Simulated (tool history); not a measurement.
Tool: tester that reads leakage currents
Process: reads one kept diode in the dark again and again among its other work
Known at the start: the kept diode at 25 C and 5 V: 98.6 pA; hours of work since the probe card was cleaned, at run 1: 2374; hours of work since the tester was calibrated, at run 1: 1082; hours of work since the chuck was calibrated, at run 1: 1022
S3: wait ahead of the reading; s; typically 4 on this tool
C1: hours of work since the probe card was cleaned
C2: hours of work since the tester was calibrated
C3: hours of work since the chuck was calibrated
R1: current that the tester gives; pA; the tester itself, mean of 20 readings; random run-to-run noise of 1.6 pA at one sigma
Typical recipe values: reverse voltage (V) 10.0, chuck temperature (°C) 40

Run 1, hour 0.0: usual settings; C1 2374; C2 1082; C3 1022. Result: R1 540.65 pA.
Run 2, hour 30.6: usual settings; C1 2398; C2 1105; C3 1045. Result: R1 535.48 pA.
Run 3, hour 51.4: usual settings; C1 2414; C2 1122; C3 1062. Result: R1 539.88 pA.
Run 4, hour 79.2: usual settings but reverse voltage (V) 15.0; C1 2436; C2 1143; C3 1083. Result: R1 658.02 pA.
Run 5, hour 111.0: usual settings; C1 2461; C2 1168; C3 1108. Result: R1 540.13 pA.
Run 6, hour 136.0: usual settings; C1 2480; C2 1188; C3 1128. Result: R1 541.87 pA.
Run 7, hour 162.9: usual settings but reverse voltage (V) 7.1; C1 2501; C2 1209; C3 1149. Result: R1 454.49 pA.
Run 8, hour 192.8: usual settings but reverse voltage (V) 7.1; C1 2525; C2 1232; C3 1172. Result: R1 453.67 pA.
Run 9, hour 221.0: usual settings but reverse voltage (V) 7.1; C1 2547; C2 1254; C3 1194. Result: R1 452.37 pA.
Run 10, hour 249.4: usual settings; C1 2569; C2 1276; C3 1217. Result: R1 538.96 pA.

Expected results for the next run?
Run 11, hour 271.2: usual settings; C1 2586; C2 1294; C3 1234. Result: R1 ?.

R1: 540.37 pA
Were there no unlogged condition in the tool, this run, its random variation unchanged, would have produced R1 539.82 pA.
